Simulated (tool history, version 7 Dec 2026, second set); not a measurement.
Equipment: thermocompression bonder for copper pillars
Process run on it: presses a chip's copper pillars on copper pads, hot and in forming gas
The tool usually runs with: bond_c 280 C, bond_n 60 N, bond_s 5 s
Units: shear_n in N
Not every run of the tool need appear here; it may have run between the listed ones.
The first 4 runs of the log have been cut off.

run 5 hour=42.1 | bond_c=257 bond_n=60 bond_s=5 | shear_n=79.8
-- hour=46.8 forming gas filter changed
run 6 hour=54.5 | bond_c=257 bond_n=60 bond_s=5 | shear_n=86
run 7 hour=62.5 | bond_c=280 bond_n=39 bond_s=5 | shear_n=83.1
run 8 hour=72.3 | bond_c=280 bond_n=39 bond_s=5 | shear_n=84.3
run 9 hour=80.6 | bond_c=280 bond_n=39 bond_s=5 | shear_n=83.2
run 10 hour=90.1 | bond_c=287 bond_n=39 bond_s=5 | shear_n=89.5
run 11 hour=101.4 | bond_c=280 bond_n=41 bond_s=5 | shear_n=86.2
run 12 hour=114.6 | bond_c=280 bond_n=41 bond_s=5 | shear_n=84.9
run 13 hour=123.3 | bond_c=280 bond_n=41 bond_s=5 | shear_n=85
run 14 hour=136.2 | bond_c=280 bond_n=41 bond_s=5 | shear_n=85.4
run 15 hour=149.2 | bond_c=280 bond_n=60 bond_s=5 | shear_n=105.7
run 16 hour=157.4 | bond_c=280 bond_n=60 bond_s=5 | shear_n=106.3
run 17 hour=171 | bond_c=280 bond_n=60 bond_s=5 | shear_n=106.1
run 18 hour=178.9 | bond_c=280 bond_n=60 bond_s=5 | shear_n=105.8
run 19 hour=191.4 | bond_c=280 bond_n=60 bond_s=5 | shear_n=105.4
run 20 hour=203.2 | bond_c=280 bond_n=60 bond_s=5 | shear_n=104.8
-- hour=205.9 heater calibrated with a thermocouple chip
run 21 hour=211.8 | bond_c=280 bond_n=60 bond_s=10 | shear_n=124.7
run 22 hour=220.3 | bond_c=280 bond_n=60 bond_s=5 | shear_n=106.6
run 23 hour=228.3 | bond_c=255 bond_n=60 bond_s=11 | shear_n=105.1
run 24 hour=235.6 | bond_c=278 bond_n=76 bond_s=4 | shear_n=111.9
run 25 hour=241.3 | bond_c=256 bond_n=74 bond_s=4 | shear_n=89.6
run 26 hour=249 | bond_c=256 bond_n=74 bond_s=4 | shear_n=88.8
run 27 hour=255.6 | bond_c=292 bond_n=47 bond_s=7 | shear_n=110.7
run 28 hour=263.9 | bond_c=292 bond_n=46 bond_s=7 | shear_n=109.1
run 29 hour=274.1 | bond_c=291 bond_n=46 bond_s=13 | shear_n=123.5

What will run 30 give?
run 30 hour=279.8 | bond_c=291 bond_n=46 bond_s=13 | shear_n=?

shear_n: 123.8 N
The same run, on a tool lacking any hidden state, would have yielded shear_n 125.5 N.

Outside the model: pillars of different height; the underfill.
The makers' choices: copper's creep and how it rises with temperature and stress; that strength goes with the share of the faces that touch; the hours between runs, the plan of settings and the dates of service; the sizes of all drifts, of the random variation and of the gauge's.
